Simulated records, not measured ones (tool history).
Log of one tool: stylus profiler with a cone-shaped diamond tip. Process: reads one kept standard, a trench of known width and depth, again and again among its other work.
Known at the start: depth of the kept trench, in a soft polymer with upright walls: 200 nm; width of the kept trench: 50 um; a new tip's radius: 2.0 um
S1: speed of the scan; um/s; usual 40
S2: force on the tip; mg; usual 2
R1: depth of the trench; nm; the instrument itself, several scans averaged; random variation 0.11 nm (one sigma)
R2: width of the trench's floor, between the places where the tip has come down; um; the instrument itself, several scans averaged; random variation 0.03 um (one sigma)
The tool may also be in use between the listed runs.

{"run": 1, "hour": 0.0, "S1": 40, "S2": 2, "R1": 202.77, "R2": 48.06}
{"run": 2, "hour": 10.0, "S1": 40, "S2": 2, "R1": 202.79, "R2": 48.06}
{"run": 3, "hour": 23.5, "S1": 40, "S2": 2, "R1": 202.83, "R2": 48.07}
{"run": 4, "hour": 35.3, "S1": 35, "S2": 2, "R1": 202.79, "R2": 48.07}
{"run": 5, "hour": 48.9, "S1": 35, "S2": 2, "R1": 202.71, "R2": 48.08}
{"run": 6, "hour": 58.4, "S1": 35, "S2": 2, "R1": 202.73, "R2": 48.09}
{"run": 7, "hour": 65.5, "S1": 40, "S2": 2, "R1": 203.12, "R2": 48.06}
{"run": 8, "hour": 77.6, "S1": 40, "S2": 2, "R1": 202.79, "R2": 48.1}
{"run": 9, "hour": 90.7, "S1": 85, "S2": 2, "R1": 202.89, "R2": 47.85}
{"run": 10, "hour": 102.6, "S1": 85, "S2": 2, "R1": 202.64, "R2": 47.82}
{"run": 11, "hour": 111.2, "S1": 40, "S2": 2, "R1": 202.63, "R2": 48.01}
{"run": 12, "hour": 128.6, "S1": 40, "S2": 2, "R1": 202.54, "R2": 48.07}
{"run": 13, "hour": 138.5, "S1": 40, "S2": 2, "R1": 202.77, "R2": 48.12}
{"run": 14, "hour": 154.8, "S1": 40, "S2": 2, "R1": 202.74, "R2": 48.06}
{"run": 15, "hour": 169.1, "S1": 40, "S2": 2, "R1": 202.65, "R2": 48.01}
{"run": 16, "hour": 182.0, "S1": 40, "S2": 2, "R1": 202.52, "R2": 48}
{"run": 17, "hour": 193.7, "S1": 40, "S2": 2, "R1": 202.79, "R2": 48.08}
{"run": 18, "hour": 209.8, "S1": 40, "S2": 2, "R1": 202.87, "R2": 48.1}
{"run": 19, "hour": 222.1, "S1": 40, "S2": 2, "R1": 202.81, "R2": 48.06}
{"run": 20, "hour": 238.7, "S1": 40, "S2": 2, "R1": 202.77, "R2": 48.03}
{"run": 21, "hour": 248.7, "S1": 40, "S2": 3.79, "R1": 204.12, "R2": 48.11}
{"run": 22, "hour": 258.9, "S1": 40, "S2": 1.93, "R1": 202.69, "R2": 48.02}
{"run": 23, "hour": 272.0, "S1": 40, "S2": 1.93, "R1": 202.52, "R2": 48.1}
{"run": 24, "hour": 286.2, "S1": 40, "S2": 1.93, "R1": 202.65, "R2": 48.07}
{"run": 25, "hour": 296.6, "S1": 40, "S2": 1.93, "R1": 202.55, "R2": 48.08}
{"run": 26, "hour": 310.3, "S1": 104, "S2": 0.77, "R1": 201.41, "R2": 47.45}
{"run": 27, "hour": 323.3, "S1": 83, "S2": 1.96, "R1": 202.74, "R2": 47.84}
{"run": 28, "hour": 334.0, "S1": 83, "S2": 1.96, "R1": 202.6, "R2": 47.85}
{"run": 29, "hour": 345.1, "S1": 83, "S2": 1.96, "R1": 202.77, "R2": 47.81}
{"run": 30, "hour": 352.7, "S1": 106, "S2": 0.88, "R1": 201.61, "R2": 47.45}
{"run": 31, "hour": 361.8, "S1": 106, "S2": 0.88, "R1": 201.52, "R2": 47.51}
{"run": 32, "hour": 373.3, "S1": 106, "S2": 0.88, "R1": 201.57, "R2": 47.47}
{"run": 33, "hour": 385.5, "S1": 17, "S2": 1.07, "R1": 201.72, "R2": 48.14}
{"run": 34, "hour": 399.4, "S1": 17, "S2": 0.72, "R1": 201.45, "R2": 48.08}
{"run": 35, "hour": 411.5, "S1": 17, "S2": 0.72, "R1": 201.4, "R2": 48.11}
{"run": 36, "hour": 421.2, "S1": 109, "S2": 0.72, "R1": 201.35, "R2": 47.39}
{"run": 37, "hour": 429.6, "S1": 109, "S2": 0.72, "R1": 201.37, "R2": 47.33}
{"run": 38, "hour": 441.2, "S1": 13, "S2": 3.93, "R1": 204.28, "R2": 48.18}
{"run": 39, "hour": 455.7, "S1": 39, "S2": 4.86, "R1": 205.03, "R2": 48.1}
{"run": 40, "hour": 464.5, "S1": 92, "S2": 0.72, "R1": 201.42, "R2": 47.49}
{"run": 41, "hour": 480.6, "S1": 21, "S2": 5.02, "R1": 205.03, "R2": 48.21}
{"run": 42, "hour": 494.4, "S1": 21, "S2": 5.02, "R1": 205.14, "R2": 48.2}
{"run": 43, "hour": 507.6, "S1": 15, "S2": 2.61, "R1": 203.42, "R2": 48.17}
{"run": 44, "hour": 524.0, "S1": 34, "S2": 2, "R1": 202.88, "R2": 48.07}
{"run": 45, "hour": 531.1, "S1": 19, "S2": 1.95, "R1": 202.72, "R2": 48.19}
{"run": 46, "hour": 548.6, "S1": 19, "S2": 1.95, "R1": 202.7, "R2": 48.15}

Forecast each of these 5 alternatives for the next run:
{"run": "A", "hour": 558.1, "S1": 60, "S2": 1.88, "R1": "?", "R2": "?"}
{"run": "B", "hour": 558.1, "S1": 14, "S2": 1, "R1": "?", "R2": "?"}
{"run": "C", "hour": 558.1, "S1": 88, "S2": 2, "R1": "?", "R2": "?"}
{"run": "D", "hour": 558.1, "S1": 68, "S2": 0.7, "R1": "?", "R2": "?"}
{"run": "E", "hour": 558.1, "S1": 64, "S2": 1.95, "R1": "?", "R2": "?"}

run=A R1=202.56 R2=47.95
run=B R1=201.69 R2=48.09
run=C R1=202.69 R2=47.82
run=D R1=201.23 R2=47.7
run=E R1=202.82 R2=47.94
Without the tool's hidden state the same runs would have given:
run=A R1=202.58 R2=47.97
run=B R1=201.7 R2=48.1
run=C R1=202.71 R2=47.84
run=D R1=201.25 R2=47.72
run=E R1=202.83 R2=47.95
